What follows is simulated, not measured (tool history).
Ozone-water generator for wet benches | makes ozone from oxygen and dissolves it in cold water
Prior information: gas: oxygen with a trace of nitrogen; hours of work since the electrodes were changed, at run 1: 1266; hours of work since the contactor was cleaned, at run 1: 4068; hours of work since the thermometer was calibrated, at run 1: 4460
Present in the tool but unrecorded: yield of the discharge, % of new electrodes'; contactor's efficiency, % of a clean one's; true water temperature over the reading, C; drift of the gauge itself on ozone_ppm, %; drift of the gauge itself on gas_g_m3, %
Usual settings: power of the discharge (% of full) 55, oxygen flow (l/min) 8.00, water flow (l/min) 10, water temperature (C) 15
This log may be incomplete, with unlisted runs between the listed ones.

run,day,power of the discharge (% of full),oxygen flow (l/min),water flow (l/min),water temperature (C),hours of work since the electrodes were changed,hours of work since the contactor was cleaned,hours of work since the thermometer was calibrated,dissolved ozone (ppm),ozone in the gas ahead of the water (g/m3)
1,0.000,55,8.00,10,15,1266,4068,4460,27.1,139.8
2,0.975,55,8.00,10,15,1286,4088,4480,27.6,138.5
3,2.150,75,8.00,10,15,1311,4112,4504,33.5,168.1
4,3.708,55,8.00,10,13,1343,4145,4537,28.6,139.3
# day 4.054: contactor cleaned
5,4.871,55,8.00,10,8,1364,17,4557,31.4,139.1
6,6.083,95,8.00,10,15,1389,42,4583,38.1,196.5
# day 7.621: contactor cleaned, once more
7,7.725,79,7.88,8,21,1419,2,4613,33.9,175.1
8,8.854,88,4.52,10,13,1443,26,4637,44.8,263.7
9,10.821,88,4.52,10,13,1484,66,4678,45.3,263.7
10,12.671,55,8.00,6,14,1522,105,4716,35.9,138.7
11,13.517,45,10.23,8,23,1540,122,4734,20.4,105.5

What if the next run were any one of these 5? Each begins from the tool's condition after run 11:
A,14.729,45,4.85,9,7,1565,148,4759,?,?
B,14.729,70,10.23,8,19,1565,148,4759,?,?
C,14.729,51,10.23,12,23,1565,148,4759,?,?
D,14.729,45,10.23,9,15,1565,148,4759,?,?
E,14.729,45,10.23,14,23,1565,148,4759,?,?

run,dissolved ozone (ppm),ozone in the gas ahead of the water (g/m3)
A,35.0,167.3
B,30.0,137.7
C,18.6,115.0
D,23.7,104.9
E,15.9,104.8
Take away the tool's hidden state, keep each run's random variation, and the runs would have read:
run,dissolved ozone (ppm),ozone in the gas ahead of the water (g/m3)
A,36.0,169.6
B,31.1,140.3
C,19.2,116.7
D,24.4,106.3
E,16.4,106.2
